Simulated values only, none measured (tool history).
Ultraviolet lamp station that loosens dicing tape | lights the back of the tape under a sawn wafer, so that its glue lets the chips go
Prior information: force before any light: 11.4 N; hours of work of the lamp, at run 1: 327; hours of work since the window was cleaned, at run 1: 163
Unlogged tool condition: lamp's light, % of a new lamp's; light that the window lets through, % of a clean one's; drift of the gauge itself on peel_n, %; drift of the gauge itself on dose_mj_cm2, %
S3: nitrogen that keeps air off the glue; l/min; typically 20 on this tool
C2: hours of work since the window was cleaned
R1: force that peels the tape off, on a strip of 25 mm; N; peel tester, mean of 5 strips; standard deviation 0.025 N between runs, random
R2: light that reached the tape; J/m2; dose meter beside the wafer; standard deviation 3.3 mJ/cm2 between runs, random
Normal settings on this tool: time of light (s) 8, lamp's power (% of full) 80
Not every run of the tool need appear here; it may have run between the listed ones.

Run 1, hour 0.0: usual settings; hours of work of the lamp 327; C2 163. Result: R1 1.681 N, R2 4490 J/m2.
Run 2, hour 8.3: usual settings; hours of work of the lamp 332; C2 168. Result: R1 1.755 N, R2 4480 J/m2.
Run 3, hour 22.0: usual settings; hours of work of the lamp 340; C2 177. Result: R1 1.705 N, R2 4520 J/m2.
Run 4, hour 31.5: usual settings but S3 14 l/min; hours of work of the lamp 346; C2 182. Result: R1 2.008 N, R2 4420 J/m2.
Run 5, hour 44.4: usual settings but lamp's power (% of full) 81; hours of work of the lamp 353; C2 190. Result: R1 1.677 N, R2 4430 J/m2.
Run 6, hour 56.2: usual settings; hours of work of the lamp 361; C2 197. Result: R1 1.749 N, R2 4340 J/m2.
Run 7, hour 64.0: usual settings but lamp's power (% of full) 60, S3 30 l/min; hours of work of the lamp 365; C2 202. Result: R1 2.401 N, R2 3240 J/m2.
Run 8, hour 77.2: usual settings but lamp's power (% of full) 60, S3 30 l/min; hours of work of the lamp 373; C2 210. Result: R1 2.444 N, R2 3260 J/m2.

What will run 9 give?
Run 9, hour 89.1: usual settings but lamp's power (% of full) 60, S3 30 l/min; hours of work of the lamp 380; C2 217. Result: R1 ?, R2 ?.

{"run 9": {"R1": 2.526, "R2": 3210}}
Were there no unlogged condition in the tool, this run, its random variation unchanged, would have produced R1 1.785 N, R2 3970 J/m2.
